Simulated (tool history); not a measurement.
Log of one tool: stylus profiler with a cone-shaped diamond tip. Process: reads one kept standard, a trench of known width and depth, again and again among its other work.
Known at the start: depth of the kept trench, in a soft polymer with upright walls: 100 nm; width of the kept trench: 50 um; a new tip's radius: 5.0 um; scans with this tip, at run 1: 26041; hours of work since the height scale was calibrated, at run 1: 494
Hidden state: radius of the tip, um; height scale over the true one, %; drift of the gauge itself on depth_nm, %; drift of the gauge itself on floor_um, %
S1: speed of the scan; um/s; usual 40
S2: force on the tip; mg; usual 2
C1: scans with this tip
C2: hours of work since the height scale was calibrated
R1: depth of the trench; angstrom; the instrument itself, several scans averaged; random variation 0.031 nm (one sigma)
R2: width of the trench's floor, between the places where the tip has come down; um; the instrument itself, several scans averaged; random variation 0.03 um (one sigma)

| run | hour | S1 | S2 | C1 | C2 | R1 | R2 |
|---|---|---|---|---|---|---|---|
| 1 | 0 | 40 | 2 | 26041 | 494 | 1002.5 | 46.11 |
| 2 | 68.8 | 40 | 2 | 26623 | 542 | 1002.5 | 46.08 |
| 3 | 169.2 | 40 | 2 | 27471 | 613 | 1002.8 | 46.07 |
|  | 205.8 | new tip fitted, height scale calibrated |
| 4 | 259.4 | 40 | 2 | 453 | 38 | 1004.4 | 47.75 |
| 5 | 389 | 40 | 2 | 1549 | 130 | 1004.6 | 47.69 |
| 6 | 517.3 | 14 | 2 | 2633 | 220 | 1003.2 | 47.73 |
| 7 | 625.5 | 14 | 2 | 3547 | 297 | 1003.1 | 47.67 |
| 8 | 700 | 63 | 2 | 4176 | 350 | 1003.6 | 47.33 |
| 9 | 808.9 | 63 | 2 | 5097 | 427 | 1003.1 | 47.3 |
| 10 | 933.4 | 29 | 2 | 6149 | 515 | 1002.7 | 47.3 |
| 11 | 989.8 | 29 | 2 | 6626 | 555 | 1002.4 | 47.33 |
| 12 | 1110.3 | 40 | 2 | 7644 | 640 | 1002.4 | 47.15 |
| 13 | 1184.6 | 40 | 2 | 8272 | 693 | 1002 | 47.14 |
| 14 | 1295.8 | 45 | 2 | 9211 | 771 | 1001.3 | 47.06 |
| 15 | 1421.9 | 45 | 2 | 10277 | 860 | 1001.3 | 46.97 |
| 16 | 1496.2 | 45 | 2 | 10905 | 913 | 1000.6 | 46.9 |
| 17 | 1628 | 25 | 1.6 | 12019 | 1006 | 1000.2 | 46.96 |
| 18 | 1704.3 | 110 | 5.55 | 12663 | 1060 | 1005 | 46.71 |
| 19 | 1802.8 | 32 | 2.25 | 13496 | 1130 | 1000.6 | 46.92 |
| 20 | 1918.9 | 71 | 1.61 | 14477 | 1212 | 998.5 | 46.58 |
| 21 | 2014.9 | 12 | 3.13 | 15288 | 1280 | 1000.6 | 46.91 |

Run 22 comes next. What will it give?
| 22 | 2108.3 | 12 | 3.13 | 16078 | 1346 | ? | ? |

R1: 1000.7 angstrom
R2: 46.83 um
Without the tool's hidden state the same run would have given R1 1006.8 angstrom, R2 47.94 um.
